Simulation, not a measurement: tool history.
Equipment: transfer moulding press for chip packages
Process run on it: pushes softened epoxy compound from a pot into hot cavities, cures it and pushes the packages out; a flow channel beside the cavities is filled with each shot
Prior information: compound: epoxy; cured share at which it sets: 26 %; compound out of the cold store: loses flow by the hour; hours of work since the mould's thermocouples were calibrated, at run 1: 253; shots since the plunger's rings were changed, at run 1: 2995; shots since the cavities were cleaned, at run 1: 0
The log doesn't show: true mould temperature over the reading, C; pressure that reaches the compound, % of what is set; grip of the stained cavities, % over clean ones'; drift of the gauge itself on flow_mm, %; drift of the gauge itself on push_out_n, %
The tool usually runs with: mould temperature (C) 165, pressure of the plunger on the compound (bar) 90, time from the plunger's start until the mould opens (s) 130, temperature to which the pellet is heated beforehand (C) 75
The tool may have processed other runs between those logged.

run	hour	mould temperature (C)	pressure of the plunger on the compound (bar)	time from the plunger's start until the mould opens (s)	temperature to which the pellet is heated beforehand (C)	hours of work since the mould's thermocouples were calibrated	shots since the plunger's rings were changed	shots since the cavities were cleaned	incoming compound's hours out of the cold store	length that the compound runs in the flow channel (mm)	greatest force on the pins that push the packages out (N)
1	0	165	90	130	75	253	2995	0	24.5	823	279
2	48.2	165	90	130	68	273	3273	278	45.5	729	406
# hour 86: plunger's sealing rings changed
3	111.6	165	90	130	68	298	147	630	40.3	777	479
# hour 179.2: cavities cleaned with cleaning compound and waxed
4	180.8	165	90	130	68	326	539	9	27.3	834	562
5	254.2	165	90	130	81	357	963	433	14.1	892	584
6	319.8	165	90	130	81	385	1343	813	9.4	909	591
# hour 357.2: cavities cleaned with cleaning compound and waxed
7	393.7	165	90	130	81	415	1761	211	42.7	751	359
8	424.2	165	90	130	75	427	1937	387	44.9	747	417
9	454.2	165	90	130	75	440	2111	561	40.5	763	456
10	510	165	90	130	75	463	2434	884	25.2	826	545
# hour 533.1: cavities cleaned with cleaning compound and waxed
# hour 540.3: cavities cleaned with cleaning compound and waxed, once more
11	565.8	165	90	130	75	485	2739	147	15.4	869	357
12	622	165	87.3	130	75	509	3064	472	41.2	736	443
13	685.8	165	90	130	75	536	3433	841	17.7	856	524
# hour 695.1: plunger's sealing rings changed
# hour 719.2: cavities cleaned with cleaning compound and waxed
14	755	165	90	130	75	563	337	206	34.6	793	383
15	790.7	167	103.3	133	69	578	544	413	15.9	942	395
16	823.3	165	90	127	75	591	732	601	45.4	746	482
17	872.1	163	90.8	129	72	612	1014	883	14.3	896	651
# hour 894.6: cavities cleaned with cleaning compound and waxed
18	915.4	163	90.8	129	72	629	1256	120	24.5	843	405
19	969.7	165	70.7	130	82	652	1570	434	16.7	775	449
20	1000	173	74.3	130	82	665	1745	609	31.9	707	371
# hour 1069.2: cavities cleaned with cleaning compound and waxed
21	1069.2	161	76	137	70	693	2137	0	44.4	688	320
22	1140.6	165	76	169	70	723	2550	413	20.9	774	331
23	1208.9	165	76	169	70	751	2945	808	12.5	811	412
# hour 1244.7: cavities cleaned with cleaning compound and waxed
24	1264.5	165	92.8	135	75	774	3258	115	10.3	903	352
# hour 1303: plunger's sealing rings changed
25	1315.6	165	92.8	135	75	794	73	395	38.1	803	410
26	1352.6	171	90	121	75	810	287	609	13.8	883	420
27	1408.6	170	90.1	126	73	833	611	933	34.8	785	438
# hour 1427.3: cavities cleaned with cleaning compound and waxed
28	1456.2	170	90.1	126	73	852	878	167	13.8	889	314

Per-run results on a tool with no hidden state, each run keeping its own random variation:
run	length that the compound runs in the flow channel (mm)	greatest force on the pins that push the packages out (N)
1	847	267
2	752	273
3	778	263
4	838	262
5	899	271
6	919	271
7	763	259
8	760	255
9	777	255
10	845	276
11	891	264
12	757	254
13	884	264
14	798	271
15	950	237
16	754	263
17	907	324
18	855	307
19	789	259
20	721	205
21	705	296
22	796	204
23	837	217
24	935	265
25	801	242
26	882	230
27	786	223
28	893	228
